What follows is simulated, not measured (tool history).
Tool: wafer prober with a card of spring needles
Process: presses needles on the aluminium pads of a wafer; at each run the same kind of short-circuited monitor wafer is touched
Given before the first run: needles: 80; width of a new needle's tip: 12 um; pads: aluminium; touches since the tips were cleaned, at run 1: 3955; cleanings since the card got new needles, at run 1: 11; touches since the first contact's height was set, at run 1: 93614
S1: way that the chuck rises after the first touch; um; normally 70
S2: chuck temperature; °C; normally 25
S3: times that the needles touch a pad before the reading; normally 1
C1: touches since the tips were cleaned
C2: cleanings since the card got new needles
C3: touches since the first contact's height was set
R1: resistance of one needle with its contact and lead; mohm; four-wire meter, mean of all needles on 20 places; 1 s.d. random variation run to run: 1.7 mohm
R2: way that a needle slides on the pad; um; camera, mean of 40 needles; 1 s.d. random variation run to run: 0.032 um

run,hour,S1,S2,S3,C1,C2,C3,R1,R2
1,0.0,70,25,1,3955,11,93614,170,19.40
# hour 9.8: tips cleaned on abrasive film
2,18.0,70,25,1,2833,12,99765,174,19.41
# hour 31.2: tips cleaned on abrasive film
3,38.1,70,25,1,2372,13,106647,168,19.40
4,48.6,70,25,1,5951,13,110226,172,19.39
# hour 52.3: tips cleaned on abrasive film
5,57.5,70,25,1,1767,14,113246,172,19.46
6,71.4,70,25,1,6540,14,118019,173,19.41
# hour 73.3: tips cleaned on abrasive film
7,80.0,70,25,1,2285,15,120946,171,19.46
# hour 86.0: height of the first contact set anew
8,92.1,70,25,1,6337,15,2083,173,19.47
# hour 95.2: tips cleaned on abrasive film
9,109.1,70,25,1,4764,16,7892,172,19.45
# hour 116.2: tips cleaned on abrasive film
10,119.8,70,25,1,1221,17,11532,171,19.44
# hour 138.4: tips cleaned on abrasive film
11,139.5,70,25,1,381,18,18277,172,19.52
12,156.7,70,25,1,6282,18,24178,175,19.50
# hour 159.3: tips cleaned on abrasive film
13,174.3,56,25,1,5120,19,30167,173,15.59
# hour 180.9: tips cleaned on abrasive film
14,190.8,56,25,1,3373,20,35804,174,15.63
15,200.3,70,25,1,6647,20,39078,173,19.49
# hour 202.3: tips cleaned on abrasive film
16,217.4,70,25,1,5209,21,44926,170,19.56
# hour 223.3: tips cleaned on abrasive film
17,227.6,70,25,1,1455,22,48373,171,19.49
# hour 244.3: tips cleaned on abrasive film
18,244.3,53,101,3,0,23,54099,189,14.76
19,263.3,53,50,2,6506,23,60605,180,14.84
# hour 266.3: tips cleaned on abrasive film
20,280.2,53,50,2,4775,24,66389,183,14.77
# hour 287.2: tips cleaned on abrasive film
21,295.1,53,50,2,2719,25,71465,182,14.85
# hour 308.2: tips cleaned on abrasive film
22,309.6,70,102,2,494,26,76410,188,19.59
23,324.7,84,62,2,5663,26,81579,176,23.49
# hour 329.0: tips cleaned on abrasive film
24,335.1,70,43,1,2069,27,85119,176,19.58
25,349.7,70,95,3,7097,27,90147,184,19.63
# hour 351.0: tips cleaned on abrasive film
26,360.4,70,45,1,3232,28,93781,177,19.59
27,370.4,70,45,1,6682,28,97231,174,19.60
# hour 372.3: tips cleaned on abrasive film
# hour 386.2: gauge calibrated
28,389.6,85,101,1,5939,29,103767,185,23.55
# hour 393.7: tips cleaned on abrasive film
29,409.0,84,89,2,5254,30,110395,182,23.24
# hour 414.9: tips cleaned on abrasive film
30,429.3,84,89,2,4968,31,117355,179,23.28
# hour 436.2: tips cleaned on abrasive film
# hour 446.0: height of the first contact set anew
31,446.1,74,50,3,3285,32,28,175,20.54
32,456.3,88,25,1,6785,32,3528,171,24.50
# hour 457.4: tips cleaned on abrasive film
33,465.3,62,78,1,2712,33,6585,182,17.21
# hour 479.1: tips cleaned on abrasive film
34,479.8,62,78,1,247,34,11525,181,17.20

Same runs, no hidden state in the tool, same run-to-run variation:
Unlogged tool condition in this case: debris on the tips, nm; way that the needles fall short of the set height, um; tips' diameter, um; drift of the gauge itself on contact_mohm, %; drift of the gauge itself on scrub_um, %.
run,R2
1,19.41
2,19.40
3,19.38
4,19.36
5,19.43
6,19.38
7,19.42
8,19.42
9,19.39
10,19.37
11,19.45
12,19.42
13,15.51
14,15.55
15,19.39
16,19.45
17,19.38
18,14.67
19,14.73
20,14.66
21,14.73
22,19.43
23,23.29
24,19.41
25,19.45
26,19.40
27,19.41
28,23.55
29,23.23
30,23.26
31,20.51
32,24.46
33,17.18
34,17.15
R1 without the hidden state stays within 1 mohm of what was measured, in all runs.
